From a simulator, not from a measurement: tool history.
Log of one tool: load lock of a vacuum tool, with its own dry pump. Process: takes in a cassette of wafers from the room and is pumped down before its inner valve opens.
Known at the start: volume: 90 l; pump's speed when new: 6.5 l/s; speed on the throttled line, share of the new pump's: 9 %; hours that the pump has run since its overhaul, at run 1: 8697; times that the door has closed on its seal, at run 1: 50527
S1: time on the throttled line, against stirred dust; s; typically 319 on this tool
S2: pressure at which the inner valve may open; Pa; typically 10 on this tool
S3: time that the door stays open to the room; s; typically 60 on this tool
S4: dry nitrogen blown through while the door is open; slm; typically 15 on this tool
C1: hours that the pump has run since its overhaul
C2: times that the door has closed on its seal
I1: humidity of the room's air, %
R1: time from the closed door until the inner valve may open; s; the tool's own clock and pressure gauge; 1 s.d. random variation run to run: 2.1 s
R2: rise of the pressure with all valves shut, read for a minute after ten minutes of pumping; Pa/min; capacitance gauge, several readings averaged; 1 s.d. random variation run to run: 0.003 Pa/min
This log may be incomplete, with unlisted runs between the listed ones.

run 1 hour=0.0 | S1=319 S2=10 S3=60 S4=15 | C1=8697 C2=50527 | I1=43.7 | R1=427.7 R2=0.481
run 2 hour=461.9 | S1=319 S2=10 S3=60 S4=15 | C1=9158 C2=52439 | I1=44.0 | R1=422.3 R2=0.515
run 3 hour=899.3 | S1=319 S2=10 S3=60 S4=15 | C1=9596 C2=54250 | I1=43.5 | R1=423.5 R2=0.546
run 4 hour=1306.1 | S1=319 S2=10 S3=60 S4=15 | C1=10003 C2=55934 | I1=43.4 | R1=430.8 R2=0.565
run 5 hour=1534.0 | S1=319 S2=10 S3=60 S4=13 | C1=10231 C2=56878 | I1=43.4 | R1=431.0 R2=0.593
run 6 hour=1904.0 | S1=319 S2=10 S3=60 S4=13 | C1=10601 C2=58410 | I1=45.7 | R1=429.2 R2=0.600
-- hour=2219.1 door's seal changed, seat wiped
run 7 hour=2304.2 | S1=319 S2=17 S3=60 S4=15 | C1=10999 C2=352 | I1=44.7 | R1=423.6 R2=0.030
run 8 hour=2688.0 | S1=319 S2=12 S3=60 S4=15 | C1=11383 C2=1941 | I1=44.6 | R1=427.9 R2=0.034
run 9 hour=3113.2 | S1=319 S2=12 S3=60 S4=15 | C1=11808 C2=3702 | I1=43.5 | R1=428.7 R2=0.041
run 10 hour=3429.5 | S1=319 S2=12 S3=60 S4=15 | C1=12125 C2=5011 | I1=44.2 | R1=423.9 R2=0.050
run 11 hour=3874.5 | S1=299 S2=17 S3=30 S4=15 | C1=12570 C2=6853 | I1=40.3 | R1=405.2 R2=0.037
run 12 hour=4110.4 | S1=288 S2=20 S3=43 S4=30 | C1=12805 C2=7830 | I1=43.9 | R1=396.0 R2=0.039
run 13 hour=4497.5 | S1=319 S2=10 S3=60 S4=15 | C1=13193 C2=9433 | I1=47.3 | R1=434.2 R2=0.070
run 14 hour=4837.1 | S1=522 S2=20 S3=28 S4=8 | C1=13532 C2=10839 | I1=46.7 | R1=602.5 R2=0.071
run 15 hour=5172.5 | S1=236 S2=10 S3=47 S4=15 | C1=13868 C2=12227 | I1=43.9 | R1=356.0 R2=0.075
run 16 hour=5572.3 | S1=236 S2=10 S3=47 S4=15 | C1=14267 C2=13883 | I1=48.1 | R1=356.1 R2=0.086
run 17 hour=5839.2 | S1=236 S2=10 S3=47 S4=15 | C1=14534 C2=14987 | I1=44.4 | R1=358.9 R2=0.089

Alternative continuations, all from the tool just after run 17; predict every row:
run A hour=6316.9 | S1=289 S2=10 S3=60 S4=15 | C1=15012 C2=16965 | I1=46.9 | R1=? R2=?
run B hour=6316.9 | S1=440 S2=10 S3=47 S4=4 | C1=15012 C2=16965 | I1=48.4 | R1=? R2=?
run C hour=6316.9 | S1=228 S2=10 S3=185 S4=38 | C1=15012 C2=16965 | I1=43.3 | R1=? R2=?
run D hour=6316.9 | S1=236 S2=7 S3=194 S4=42 | C1=15012 C2=16965 | I1=47.7 | R1=? R2=?
run E hour=6316.9 | S1=319 S2=10 S3=163 S4=15 | C1=15012 C2=16965 | I1=46.6 | R1=? R2=?

run=A R1=403.2 R2=0.101
run=B R1=542.3 R2=0.105
run=C R1=350.9 R2=0.115
run=D R1=365.6 R2=0.114
run=E R1=429.7 R2=0.123
With the hidden condition removed and each run's random variation left untouched, the same runs would have given:
run=A R1=389.1 R2=0.022
run=B R1=530.2 R2=0.024
run=C R1=336.2 R2=0.032
run=D R1=349.9 R2=0.034
run=E R1=416.2 R2=0.042
